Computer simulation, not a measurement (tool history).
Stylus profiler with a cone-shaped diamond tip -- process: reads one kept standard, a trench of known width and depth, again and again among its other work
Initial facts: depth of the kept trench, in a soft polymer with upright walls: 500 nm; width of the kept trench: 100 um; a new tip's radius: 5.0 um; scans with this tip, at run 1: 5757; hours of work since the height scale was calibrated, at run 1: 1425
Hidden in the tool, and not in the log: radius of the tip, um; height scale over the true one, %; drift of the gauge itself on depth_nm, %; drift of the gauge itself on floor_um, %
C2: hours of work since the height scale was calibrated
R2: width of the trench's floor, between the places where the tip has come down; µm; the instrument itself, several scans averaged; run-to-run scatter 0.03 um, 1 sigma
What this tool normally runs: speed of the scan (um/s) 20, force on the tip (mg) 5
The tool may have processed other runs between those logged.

{"run": 1, "hour": 0.0, "speed of the scan (um/s)": 20, "force on the tip (mg)": 5, "scans with this tip": 5757, "C2": 1425, "depth of the trench (Å)": 5139.7, "R2": 95.6}
{"run": 2, "hour": 54.1, "speed of the scan (um/s)": 20, "force on the tip (mg)": 5, "scans with this tip": 5878, "C2": 1455, "depth of the trench (Å)": 5140.1, "R2": 95.58}
{"run": 3, "hour": 81.0, "speed of the scan (um/s)": 20, "force on the tip (mg)": 2.42, "scans with this tip": 5937, "C2": 1470, "depth of the trench (Å)": 5086.7, "R2": 95.56}
{"run": 4, "hour": 119.1, "speed of the scan (um/s)": 48, "force on the tip (mg)": 5, "scans with this tip": 6022, "C2": 1491, "depth of the trench (Å)": 5138.4, "R2": 95.51}
{"run": 5, "hour": 148.4, "speed of the scan (um/s)": 48, "force on the tip (mg)": 5, "scans with this tip": 6087, "C2": 1507, "depth of the trench (Å)": 5141.8, "R2": 95.51}
{"run": 6, "hour": 183.0, "speed of the scan (um/s)": 48, "force on the tip (mg)": 5, "scans with this tip": 6164, "C2": 1526, "depth of the trench (Å)": 5139.5, "R2": 95.54}
{"run": 7, "hour": 229.0, "speed of the scan (um/s)": 5, "force on the tip (mg)": 5, "scans with this tip": 6266, "C2": 1551, "depth of the trench (Å)": 5137.8, "R2": 95.65}
{"run": 8, "hour": 267.8, "speed of the scan (um/s)": 5, "force on the tip (mg)": 5, "scans with this tip": 6353, "C2": 1572, "depth of the trench (Å)": 5141.6, "R2": 95.59}
{"run": 9, "hour": 311.1, "speed of the scan (um/s)": 20, "force on the tip (mg)": 5, "scans with this tip": 6449, "C2": 1596, "depth of the trench (Å)": 5138.5, "R2": 95.63}
{"run": 10, "hour": 376.0, "speed of the scan (um/s)": 20, "force on the tip (mg)": 5, "scans with this tip": 6593, "C2": 1632, "depth of the trench (Å)": 5137.9, "R2": 95.62}
{"run": 11, "hour": 403.8, "speed of the scan (um/s)": 20, "force on the tip (mg)": 5, "scans with this tip": 6655, "C2": 1647, "depth of the trench (Å)": 5139.8, "R2": 95.61}
{"run": 12, "hour": 449.4, "speed of the scan (um/s)": 20, "force on the tip (mg)": 3.04, "scans with this tip": 6756, "C2": 1672, "depth of the trench (Å)": 5101.3, "R2": 95.54}
{"run": 13, "hour": 488.7, "speed of the scan (um/s)": 20, "force on the tip (mg)": 3.04, "scans with this tip": 6844, "C2": 1694, "depth of the trench (Å)": 5101.9, "R2": 95.57}
{"run": 14, "hour": 527.7, "speed of the scan (um/s)": 20, "force on the tip (mg)": 3.04, "scans with this tip": 6931, "C2": 1715, "depth of the trench (Å)": 5099.6, "R2": 95.54}
{"run": 15, "hour": 560.9, "speed of the scan (um/s)": 20, "force on the tip (mg)": 1.81, "scans with this tip": 7004, "C2": 1734, "depth of the trench (Å)": 5069.9, "R2": 95.56}
{"run": 16, "hour": 624.6, "speed of the scan (um/s)": 20, "force on the tip (mg)": 1.81, "scans with this tip": 7146, "C2": 1769, "depth of the trench (Å)": 5070.9, "R2": 95.52}
{"run": 17, "hour": 688.8, "speed of the scan (um/s)": 20, "force on the tip (mg)": 1.81, "scans with this tip": 7289, "C2": 1804, "depth of the trench (Å)": 5073.5, "R2": 95.52}

Run 18, settings as shown, results not yet in. Your forecast:
{"run": 18, "hour": 729.7, "speed of the scan (um/s)": 20, "force on the tip (mg)": 1.81, "scans with this tip": 7379, "C2": 1827, "depth of the trench (Å)": "?", "R2": "?"}

{"run 18": {"depth of the trench (Å)": 5069.6, "R2": 95.55}}
With no hidden state in the tool, this same run would have given depth of the trench (Å) 5069.3, R2 95.56 µm.

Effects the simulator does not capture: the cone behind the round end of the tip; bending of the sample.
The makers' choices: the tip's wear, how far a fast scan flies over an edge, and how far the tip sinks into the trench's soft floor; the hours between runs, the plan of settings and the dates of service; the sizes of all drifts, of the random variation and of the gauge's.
